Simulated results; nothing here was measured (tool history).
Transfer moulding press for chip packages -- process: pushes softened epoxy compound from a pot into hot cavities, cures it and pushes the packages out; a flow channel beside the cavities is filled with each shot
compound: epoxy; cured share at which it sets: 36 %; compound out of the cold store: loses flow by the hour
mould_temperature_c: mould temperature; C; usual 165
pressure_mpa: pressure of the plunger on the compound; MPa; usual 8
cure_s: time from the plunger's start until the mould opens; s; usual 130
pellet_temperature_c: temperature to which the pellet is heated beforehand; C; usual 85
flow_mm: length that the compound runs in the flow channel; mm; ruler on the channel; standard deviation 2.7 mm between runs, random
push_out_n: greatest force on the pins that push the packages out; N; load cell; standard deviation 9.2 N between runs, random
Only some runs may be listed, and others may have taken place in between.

| run | hour | mould_temperature_c | pressure_mpa | cure_s | pellet_temperature_c | incoming compound's hours out of the cold store | flow_mm | push_out_n |
|---|---|---|---|---|---|---|---|---|
| 1 | 0 | 165 | 8 | 130 | 85 | 30.9 | 744 | 482 |
| 2 | 11.4 | 165 | 8 | 130 | 85 | 37.8 | 718 | 495 |
| 3 | 31.5 | 165 | 8 | 130 | 85 | 44 | 706 | 553 |
| 4 | 43.2 | 165 | 8 | 130 | 85 | 14.4 | 784 | 588 |
| 5 | 57.6 | 165 | 8 | 130 | 85 | 17.3 | 777 | 601 |
| 6 | 68.6 | 165 | 8 | 130 | 85 | 30.1 | 740 | 632 |
|  | 73.7 | cavities cleaned with cleaning compound and waxed |
| 7 | 83.4 | 165 | 8 | 130 | 85 | 45 | 696 | 464 |
| 8 | 105.3 | 165 | 8 | 130 | 91 | 21.6 | 753 | 520 |
| 9 | 127.2 | 165 | 8 | 130 | 91 | 11.2 | 783 | 584 |
| 10 | 143 | 165 | 8 | 130 | 91 | 26.1 | 740 | 594 |
| 11 | 152.4 | 165 | 8 | 130 | 91 | 39.5 | 701 | 614 |
|  | 160.3 | cavities cleaned with cleaning compound and waxed |
| 12 | 174.4 | 165 | 8 | 130 | 85 | 10.6 | 774 | 477 |
| 13 | 192.1 | 165 | 8 | 130 | 85 | 31.6 | 717 | 530 |
| 14 | 211.8 | 165 | 8 | 130 | 85 | 25.9 | 731 | 561 |
| 15 | 227.8 | 165 | 8 | 130 | 85 | 32.2 | 712 | 569 |
| 16 | 237.9 | 165 | 8 | 130 | 85 | 42.8 | 685 | 608 |
|  | 246 | cavities cleaned with cleaning compound and waxed |
| 17 | 253.6 | 165 | 7.76 | 167 | 85 | 19.9 | 732 | 419 |
|  | 266.1 | plunger's sealing rings changed |
| 18 | 266.1 | 165 | 9.44 | 130 | 85 | 20.1 | 873 | 472 |
| 19 | 287.3 | 170 | 9.44 | 125 | 76 | 11.7 | 882 | 525 |
| 20 | 304 | 170 | 9.44 | 125 | 76 | 32.1 | 815 | 552 |
| 21 | 325.3 | 168 | 7.32 | 142 | 81 | 38.7 | 702 | 581 |
|  | 334.7 | cavities cleaned with cleaning compound and waxed |
| 22 | 347.2 | 172 | 6.75 | 136 | 77 | 43.7 | 648 | 423 |
| 23 | 361.7 | 172 | 6.75 | 136 | 77 | 8.4 | 742 | 471 |
| 24 | 373.7 | 172 | 6.75 | 136 | 77 | 39.7 | 663 | 502 |
| 25 | 383.7 | 172 | 9.33 | 136 | 88 | 44.2 | 758 | 527 |
| 26 | 405.2 | 162 | 9.21 | 160 | 94 | 31.1 | 824 | 574 |

What does the tool deliver on the next run?
|  | 422.3 | cavities cleaned with cleaning compound and waxed |
| 27 | 429.5 | 165 | 8.33 | 130 | 82 | 12.9 | ? | ? |

flow_mm: 833 mm
push_out_n: 459 N
Had the tool carried no hidden state, the very same run would have given flow_mm 853 mm, push_out_n 421 N.
